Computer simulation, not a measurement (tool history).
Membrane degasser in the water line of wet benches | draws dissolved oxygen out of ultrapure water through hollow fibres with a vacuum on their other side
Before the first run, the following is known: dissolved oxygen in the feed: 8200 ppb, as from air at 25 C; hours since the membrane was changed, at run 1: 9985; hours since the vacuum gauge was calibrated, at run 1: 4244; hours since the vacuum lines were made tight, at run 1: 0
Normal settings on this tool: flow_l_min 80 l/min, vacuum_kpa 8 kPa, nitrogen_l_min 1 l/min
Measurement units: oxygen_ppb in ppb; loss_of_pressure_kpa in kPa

run	hour	flow_l_min	vacuum_kpa	nitrogen_l_min	hours since the membrane was changed	hours since the vacuum gauge was calibrated	hours since the vacuum lines were made tight	oxygen_ppb	loss_of_pressure_kpa
1	0	80	8	1	9985	4244	0	618.9	38.43
2	351.6	80	8	1	10336	4595	352	621	38.57
3	508	80	8	1.62	10493	4752	508	449.5	38.49
4	722.2	80	8	1.62	10707	4966	722	449.8	38.69
5	916.9	80	8	1	10902	5161	917	628.5	38.45
6	1225.3	80	8	1	11210	5469	1225	624.2	38.22
7	1550.9	80	8	1	11536	5795	1551	618	38.77
8	1849.3	80	5.76	1	11834	6093	1849	347.1	38.59
9	2036.8	80	5.76	1	12022	6281	2037	348.7	38.28
10	2231.8	80	12.78	1	12217	6476	2232	1164.3	38.19
11	2430.1	80	8	1.62	12415	6674	2430	449.4	38.49
12	2752.6	80	8	1.62	12737	6996	2753	450.9	38.28
13	2959.4	80	8	1.62	12944	7203	2959	446	38.32
14	3246.4	80	8	1.62	13231	7490	3246	449.9	38.42
15	3421.7	80	8	1.62	13407	7665	3422	449.8	38.52
16	3596.8	90	5.64	1.38	13582	7841	3597	304.6	43.13
17	3767.7	81	5.64	0.63	13753	8011	3768	440.8	38.99
18	4015.2	59	5.64	0.58	14000	8259	4015	369.1	28.14
# hour 4060.4: vacuum gauge calibrated
19	4300.7	90	6.36	1.84	14285	240	4300	318.4	43.19
20	4531.7	74	9.24	3	14516	471	4531	322.6	35.61
21	4762.3	80	8	2.28	14747	702	4762	350.4	38.57
22	5075.4	61	6.26	2.81	15060	1015	5075	147.6	29.58
23	5361.7	61	16.37	1.65	15346	1301	5361	904.2	29.27
24	5520.6	97	14.92	0.56	15505	1460	5520	2111.9	46.88
25	5711.5	97	14.92	0.56	15696	1651	5711	2121.3	46.61
26	5860	97	7.46	0.56	15844	1800	5860	877.5	46.51
27	6008.3	86	9.2	0.58	15993	1948	6008	1090.1	41.37
28	6158.7	52	5.15	2.53	16143	2098	6158	89	25.31

Each row is a separate what-if for the run after 28, all from the same tool condition, not one after another. Results?
A	6370.3	80	14.45	1.22	16355	2310	6370	?	?
B	6370.3	58	8	1.64	16355	2310	6370	?	?
C	6370.3	87	7.71	1.12	16355	2310	6370	?	?
D	6370.3	77	5.15	0.47	16355	2310	6370	?	?

run	oxygen_ppb	loss_of_pressure_kpa
A	1187.4	38.6
B	338.6	27.96
C	586.3	41.69
D	395.6	37.19
Take away the tool's hidden state, keep each run's random variation, and the runs would have read:
run	oxygen_ppb	loss_of_pressure_kpa
A	1187	38.53
B	338.4	27.91
C	585.7	41.61
D	395	37.12
